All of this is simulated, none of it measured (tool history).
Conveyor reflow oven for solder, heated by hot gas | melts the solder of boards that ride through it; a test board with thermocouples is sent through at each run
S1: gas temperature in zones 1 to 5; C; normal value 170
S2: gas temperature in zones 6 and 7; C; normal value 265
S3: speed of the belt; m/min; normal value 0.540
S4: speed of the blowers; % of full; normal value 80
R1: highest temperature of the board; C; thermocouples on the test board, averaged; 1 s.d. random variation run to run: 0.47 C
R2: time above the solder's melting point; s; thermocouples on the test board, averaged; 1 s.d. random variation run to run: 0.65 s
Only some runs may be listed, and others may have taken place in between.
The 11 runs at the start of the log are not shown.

| run | day | S1 | S2 | S3 | S4 | R1 | R2 |
|---|---|---|---|---|---|---|---|
| 12 | 5.896 | 170 | 265 | 0.540 | 80 | 255.4 | 68.8 |
|  | 6.458 | flux residue cleaned out of gas plates and filters |
| 13 | 6.800 | 170 | 265 | 0.540 | 80 | 255.9 | 68.8 |
| 14 | 7.329 | 170 | 265 | 0.540 | 80 | 255.1 | 69.9 |
| 15 | 7.879 | 170 | 265 | 0.540 | 80 | 255.2 | 68.9 |
| 16 | 8.600 | 170 | 265 | 0.540 | 67 | 253.7 | 68.8 |
| 17 | 9.050 | 164 | 262 | 0.540 | 67 | 249.7 | 63.4 |
| 18 | 9.700 | 175 | 262 | 0.435 | 67 | 255.7 | 90.3 |
| 19 | 10.246 | 170 | 265 | 0.540 | 73 | 255.3 | 67.6 |
| 20 | 10.929 | 170 | 261 | 0.540 | 53 | 247.4 | 62.2 |
| 21 | 11.479 | 158 | 265 | 0.540 | 78 | 254.0 | 64.0 |
| 22 | 12.021 | 166 | 267 | 0.540 | 80 | 256.7 | 69.1 |
| 23 | 12.362 | 170 | 265 | 0.504 | 78 | 256.8 | 74.8 |
| 24 | 12.750 | 170 | 265 | 0.514 | 73 | 255.9 | 73.6 |
| 25 | 13.208 | 172 | 257 | 0.555 | 80 | 247.3 | 62.2 |
| 26 | 13.638 | 172 | 257 | 0.631 | 80 | 244.1 | 51.6 |
| 27 | 14.192 | 181 | 256 | 0.600 | 75 | 245.0 | 59.5 |
| 28 | 14.596 | 181 | 274 | 0.600 | 61 | 259.1 | 67.9 |
| 29 | 15.246 | 184 | 279 | 0.563 | 53 | 265.4 | 77.6 |
| 30 | 15.850 | 184 | 276 | 0.563 | 53 | 262.1 | 75.4 |
| 31 | 16.346 | 175 | 276 | 0.563 | 53 | 260.8 | 70.8 |
| 32 | 17.008 | 170 | 265 | 0.641 | 76 | 250.1 | 53.4 |

Below are 3 alternative next runs, each starting from the tool's condition after run 32. Predict each:
| A | 17.729 | 177 | 265 | 0.474 | 58 | ? | ? |
| B | 17.729 | 170 | 278 | 0.626 | 62 | ? | ? |
| C | 17.729 | 177 | 270 | 0.641 | 76 | ? | ? |

| run | R1 | R2 |
|---|---|---|
| A | 256.7 | 84.7 |
| B | 260.1 | 60.7 |
| C | 255.8 | 60.6 |
Stripped of hidden state, with their random variation kept, the same runs would have yielded:
| run | R1 | R2 |
|---|---|---|
| A | 256.8 | 84.8 |
| B | 260.2 | 60.7 |
| C | 255.9 | 60.6 |
